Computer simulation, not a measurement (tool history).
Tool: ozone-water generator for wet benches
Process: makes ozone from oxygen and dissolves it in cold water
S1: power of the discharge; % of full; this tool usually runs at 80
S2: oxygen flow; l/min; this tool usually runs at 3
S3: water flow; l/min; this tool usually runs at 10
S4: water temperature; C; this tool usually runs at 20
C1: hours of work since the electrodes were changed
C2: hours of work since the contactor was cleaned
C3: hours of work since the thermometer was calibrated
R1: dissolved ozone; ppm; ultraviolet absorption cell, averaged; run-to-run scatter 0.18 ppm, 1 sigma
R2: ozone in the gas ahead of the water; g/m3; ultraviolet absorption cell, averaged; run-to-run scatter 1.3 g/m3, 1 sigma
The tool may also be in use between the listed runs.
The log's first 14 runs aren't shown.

{"run": 15, "hour": 603.7, "S1": 80, "S2": 3, "S3": 12, "S4": 20, "C1": 1328, "C2": 4113, "C3": 76, "R1": 22.5, "R2": 241}
{"run": 16, "hour": 654.1, "S1": 80, "S2": 3, "S3": 12, "S4": 20, "C1": 1369, "C2": 4154, "C3": 116, "R1": 22.6, "R2": 238.7}
{"run": 17, "hour": 689.0, "S1": 80, "S2": 4.97, "S3": 10, "S4": 25, "C1": 1397, "C2": 4182, "C3": 144, "R1": 24.2, "R2": 200.4}
{"run": 18, "hour": 742.7, "S1": 91, "S2": 3, "S3": 10, "S4": 20, "C1": 1440, "C2": 4225, "C3": 187, "R1": 28.9, "R2": 270.6}
{"run": 19, "hour": 789.1, "S1": 80, "S2": 4.83, "S3": 12, "S4": 20, "C1": 1477, "C2": 4262, "C3": 224, "R1": 23.7, "R2": 201.5}
{"run": 20, "hour": 852.7, "S1": 50, "S2": 3, "S3": 15, "S4": 20, "C1": 1528, "C2": 4313, "C3": 275, "R1": 12, "R2": 155.4}
{"run": 21, "hour": 887.4, "S1": 50, "S2": 3, "S3": 15, "S4": 20, "C1": 1555, "C2": 4341, "C3": 303, "R1": 11.9, "R2": 155.7}
{"run": 22, "hour": 917.7, "S1": 82, "S2": 3, "S3": 10, "S4": 20, "C1": 1580, "C2": 4365, "C3": 327, "R1": 26.5, "R2": 245.2}
{"run": 23, "hour": 970.1, "S1": 80, "S2": 3, "S3": 13, "S4": 20, "C1": 1622, "C2": 4407, "C3": 369, "R1": 20.9, "R2": 239.5}
{"hour": 1006.1, "done": "contactor cleaned"}
{"run": 24, "hour": 1026.0, "S1": 41, "S2": 1.69, "S3": 10, "S4": 16, "C1": 1663, "C2": 16, "C3": 411, "R1": 12.8, "R2": 159.7}
{"run": 25, "hour": 1064.3, "S1": 70, "S2": 3, "S3": 10, "S4": 20, "C1": 1694, "C2": 47, "C3": 441, "R1": 22.8, "R2": 213.6}
{"run": 26, "hour": 1126.2, "S1": 70, "S2": 2.23, "S3": 10, "S4": 26, "C1": 1743, "C2": 96, "C3": 491, "R1": 19.7, "R2": 237.3}
{"run": 27, "hour": 1183.5, "S1": 70, "S2": 2.23, "S3": 10, "S4": 26, "C1": 1789, "C2": 142, "C3": 537, "R1": 19.8, "R2": 235.5}
{"run": 28, "hour": 1216.1, "S1": 70, "S2": 2.23, "S3": 10, "S4": 26, "C1": 1815, "C2": 168, "C3": 563, "R1": 19.8, "R2": 237.4}
{"run": 29, "hour": 1261.3, "S1": 60, "S2": 4.66, "S3": 10, "S4": 16, "C1": 1852, "C2": 204, "C3": 599, "R1": 21.8, "R2": 155.6}
{"run": 30, "hour": 1318.1, "S1": 60, "S2": 3, "S3": 8, "S4": 26, "C1": 1897, "C2": 250, "C3": 644, "R1": 20.3, "R2": 185.3}
{"run": 31, "hour": 1357.7, "S1": 60, "S2": 3, "S3": 13, "S4": 26, "C1": 1929, "C2": 281, "C3": 676, "R1": 14.9, "R2": 183.7}

Predict each of these 5 candidate next runs independently; none follows another, all start after run 31:
{"run": "A", "hour": 1405.7, "S1": 80, "S2": 3, "S3": 10, "S4": 13, "C1": 1967, "C2": 320, "C3": 714, "R1": "?", "R2": "?"}
{"run": "B", "hour": 1405.7, "S1": 66, "S2": 3, "S3": 7, "S4": 23, "C1": 1967, "C2": 320, "C3": 714, "R1": "?", "R2": "?"}
{"run": "C", "hour": 1405.7, "S1": 80, "S2": 2.82, "S3": 10, "S4": 20, "C1": 1967, "C2": 320, "C3": 714, "R1": "?", "R2": "?"}
{"run": "D", "hour": 1405.7, "S1": 80, "S2": 5.02, "S3": 15, "S4": 20, "C1": 1967, "C2": 320, "C3": 714, "R1": "?", "R2": "?"}
{"run": "E", "hour": 1405.7, "S1": 80, "S2": 2, "S3": 10, "S4": 20, "C1": 1967, "C2": 320, "C3": 714, "R1": "?", "R2": "?"}

run=A R1=28.5 R2=237.7
run=B R1=25.8 R2=199.5
run=C R1=25.6 R2=242.8
run=D R1=20.5 R2=198.9
run=E R1=23.7 R2=279
Without the tool's hidden state the same runs would have given:
run=A R1=28.5 R2=237.8
run=B R1=25.8 R2=199.6
run=C R1=25.6 R2=242.9
run=D R1=20.5 R2=198.9
run=E R1=23.7 R2=279.1

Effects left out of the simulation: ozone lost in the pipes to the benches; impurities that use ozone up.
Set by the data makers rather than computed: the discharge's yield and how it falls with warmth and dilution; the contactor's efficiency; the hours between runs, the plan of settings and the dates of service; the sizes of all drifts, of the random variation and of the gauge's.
